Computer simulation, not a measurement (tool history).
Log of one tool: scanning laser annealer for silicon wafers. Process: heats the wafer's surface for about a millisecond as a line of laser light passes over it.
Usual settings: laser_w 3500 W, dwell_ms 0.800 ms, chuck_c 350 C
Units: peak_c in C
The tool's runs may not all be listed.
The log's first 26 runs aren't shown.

run    hour  laser_w  dwell_ms  chuck_c  peak_c
     1403.2  -- window over the wafer cleaned
 27  1411.7     3244     0.876      364    1150
 28  1457.9     3829     0.629      371    1215
 29  1490.5     3829     0.629      371    1214
 30  1537.1     3204     0.619      360    1023
 31  1590.8     3417     0.796      360    1166
 32  1646.8     3417     0.796      360    1163
 33  1692.0     3500     0.709      334    1124
 34  1725.5     3230     0.789      350    1089
 35  1783.7     3141     0.789      332    1045
 36  1832.6     3141     0.789      332    1042
 37  1873.1     3512     0.583      350    1068
 38  1953.0     3182     0.702      350    1032
 39  2020.7     3838     0.831      348    1291
 40  2082.9     3500     0.800      357    1177

Forecast each of these 4 alternatives for the next run:
  A  2157.2     3500     0.655      363       ?
  B  2157.2     3500     0.800      373       ?
  C  2157.2     3125     0.768      390       ?
  D  2157.2     3500     0.601      386       ?

run  peak_c
  A    1112
  B    1187
  C    1082
  D    1101
Without the tool's hidden state the same runs would have given:
run  peak_c
  A    1136
  B    1213
  C    1104
  D    1124
